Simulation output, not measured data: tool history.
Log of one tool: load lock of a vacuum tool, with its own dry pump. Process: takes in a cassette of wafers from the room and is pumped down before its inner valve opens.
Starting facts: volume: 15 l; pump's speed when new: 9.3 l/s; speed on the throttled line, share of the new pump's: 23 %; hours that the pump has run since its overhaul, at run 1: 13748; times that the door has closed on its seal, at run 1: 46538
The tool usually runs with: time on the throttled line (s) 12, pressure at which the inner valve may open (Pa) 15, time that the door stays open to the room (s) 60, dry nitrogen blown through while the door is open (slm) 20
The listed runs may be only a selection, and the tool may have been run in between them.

| run | hour | time on the throttled line (s) | pressure at which the inner valve may open (Pa) | time that the door stays open to the room (s) | dry nitrogen blown through while the door is open (slm) | hours that the pump has run since its overhaul | times that the door has closed on its seal | incoming humidity of the room's air, % | time from the closed door until the inner valve may open (s) | rise of the pressure with all valves shut (Pa/min) |
|---|---|---|---|---|---|---|---|---|---|---|
| 1 | 0 | 12 | 15 | 60 | 20 | 13748 | 46538 | 41.4 | 25.1 | 0.422 |
| 2 | 156.9 | 12 | 15 | 60 | 20 | 13905 | 47243 | 45.6 | 24.9 | 0.438 |
| 3 | 350.4 | 12 | 15 | 60 | 20 | 14099 | 48112 | 46.3 | 25.4 | 0.452 |
| 4 | 578.1 | 12 | 15 | 60 | 20 | 14327 | 49136 | 44.9 | 25 | 0.462 |
| 5 | 827.3 | 12 | 15 | 60 | 20 | 14576 | 50255 | 46.6 | 25.4 | 0.491 |
| 6 | 1036.1 | 12 | 15 | 60 | 20 | 14784 | 51193 | 43.5 | 25.3 | 0.491 |
| 7 | 1158.4 | 12 | 15 | 60 | 20 | 14907 | 51742 | 44.9 | 26 | 0.496 |
| 8 | 1413 | 12 | 15 | 99 | 20 | 15161 | 52886 | 48.8 | 25.2 | 0.526 |
| 9 | 1626.3 | 12 | 11 | 99 | 20 | 15375 | 53844 | 45.8 | 26 | 0.546 |
| 10 | 1798 | 12 | 11 | 99 | 20 | 15546 | 54615 | 46.2 | 26.4 | 0.556 |
| 11 | 2040.5 | 12 | 15 | 26 | 20 | 15789 | 55705 | 47.2 | 25.6 | 0.53 |
| 12 | 2175.9 | 12 | 15 | 26 | 20 | 15924 | 56313 | 42.9 | 25.6 | 0.54 |
| 13 | 2450.2 | 12 | 15 | 26 | 20 | 16199 | 57545 | 43.8 | 26.1 | 0.541 |
| 14 | 2565.6 | 12 | 15 | 26 | 20 | 16314 | 58064 | 45.3 | 25.7 | 0.566 |
| 15 | 2796.6 | 12 | 15 | 60 | 20 | 16545 | 59101 | 42.7 | 25.3 | 0.596 |
| 16 | 3025.3 | 12 | 15 | 60 | 20 | 16774 | 60129 | 46.4 | 25.5 | 0.607 |
| 17 | 3244.3 | 12 | 15 | 61 | 20 | 16993 | 61113 | 42.6 | 25.2 | 0.611 |
| 18 | 3414.4 | 12 | 15 | 61 | 11 | 17163 | 61877 | 43.3 | 25.8 | 0.628 |
| 19 | 3598.3 | 18 | 28 | 90 | 10 | 17347 | 62703 | 44.8 | 28.5 | 0.68 |

Predict the results of run 20:
| 20 | 3794 | 19 | 20 | 41 | 13 | 17542 | 63582 | 43.5 | ? | ? |

time from the closed door until the inner valve may open (s): 30.4
rise of the pressure with all valves shut (Pa/min): 0.657
On a tool with no hidden condition, and with the same random variation, this run would have come out at time from the closed door until the inner valve may open (s) 28.7, rise of the pressure with all valves shut (Pa/min) 0.05.
